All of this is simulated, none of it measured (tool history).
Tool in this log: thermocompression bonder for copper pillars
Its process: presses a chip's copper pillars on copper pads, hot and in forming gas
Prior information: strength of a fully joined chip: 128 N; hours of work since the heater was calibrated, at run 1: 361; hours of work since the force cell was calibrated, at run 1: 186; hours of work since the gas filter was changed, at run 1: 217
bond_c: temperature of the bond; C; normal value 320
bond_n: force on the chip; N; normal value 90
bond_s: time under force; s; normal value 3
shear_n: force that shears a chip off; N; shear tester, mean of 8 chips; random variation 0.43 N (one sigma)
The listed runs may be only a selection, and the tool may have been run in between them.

run	hour	bond_c	bond_n	bond_s	hours of work since the heater was calibrated	hours of work since the force cell was calibrated	hours of work since the gas filter was changed	shear_n
1	0.0	320	90	3	361	186	217	72.4
2	27.6	320	90	3	378	203	234	71.6
3	49.8	302	90	3	392	217	248	64.0
4	93.3	302	90	3	419	244	275	62.6
5	124.7	302	90	3	438	263	294	63.5
6	144.6	338	90	3	451	276	307	80.3
7	184.7	338	90	3	476	301	332	79.6
8	219.4	338	90	3	497	322	353	79.1
9	255.6	338	90	3	520	345	376	78.7
10	276.9	329	90	3	533	358	389	74.9
11	305.3	329	90	3	551	375	406	75.3
12	341.9	329	90	3	573	398	429	74.4
# hour 361.5: forming gas filter changed
13	377.3	320	122	3	595	420	10	84.3
14	411.1	320	90	3	616	441	31	71.4
15	429.5	320	90	3	627	452	42	71.7
16	466.1	320	90	3	650	475	65	71.4
17	501.7	320	83	3	672	497	87	68.0
18	546.0	320	88	3	700	525	115	69.3
19	587.1	320	90	3	725	550	140	70.6
20	632.0	320	90	3	753	578	168	70.6
21	671.9	320	90	3	778	603	193	71.4
22	714.8	315	115	2	805	630	219	67.5
23	744.4	315	115	2	823	648	238	68.0
# hour 752.4: heater calibrated with a thermocouple chip
24	767.3	296	122	5	9	661	251	86.3
25	807.5	296	122	5	34	686	276	85.2
26	827.4	345	58	3	47	698	288	67.7
27	868.5	312	58	5	72	724	314	64.3
28	892.9	322	60	5	87	739	329	70.4
29	930.6	320	132	2	111	762	352	78.5
30	952.9	320	132	2	125	776	366	78.9
31	974.9	300	90	6	138	790	380	78.7
32	1015.7	300	90	6	164	815	405	78.5
33	1058.2	300	90	6	190	842	432	77.8
# hour 1074.5: forming gas filter changed
34	1095.5	325	90	3	213	865	13	76.6
35	1123.1	325	90	3	230	882	30	76.5
36	1162.7	320	113	3	255	906	55	82.4
37	1201.4	320	113	3	279	930	79	82.7
38	1233.6	310	111	3	299	950	99	77.3
39	1272.2	302	90	6	323	974	123	80.3
40	1304.0	312	60	6	342	994	143	67.9

Branching from run 40: 3 alternative next runs. What would each branch give?
A	1340.7	318	119	6	365	1017	165	?
B	1340.7	303	68	6	365	1017	165	?
C	1340.7	323	90	7	365	1017	165	?

run	shear_n
A	97.6
B	68.5
C	93.0
What these runs would have given with no unlogged condition in the tool:
run	shear_n
A	101.4
B	72.2
C	96.8

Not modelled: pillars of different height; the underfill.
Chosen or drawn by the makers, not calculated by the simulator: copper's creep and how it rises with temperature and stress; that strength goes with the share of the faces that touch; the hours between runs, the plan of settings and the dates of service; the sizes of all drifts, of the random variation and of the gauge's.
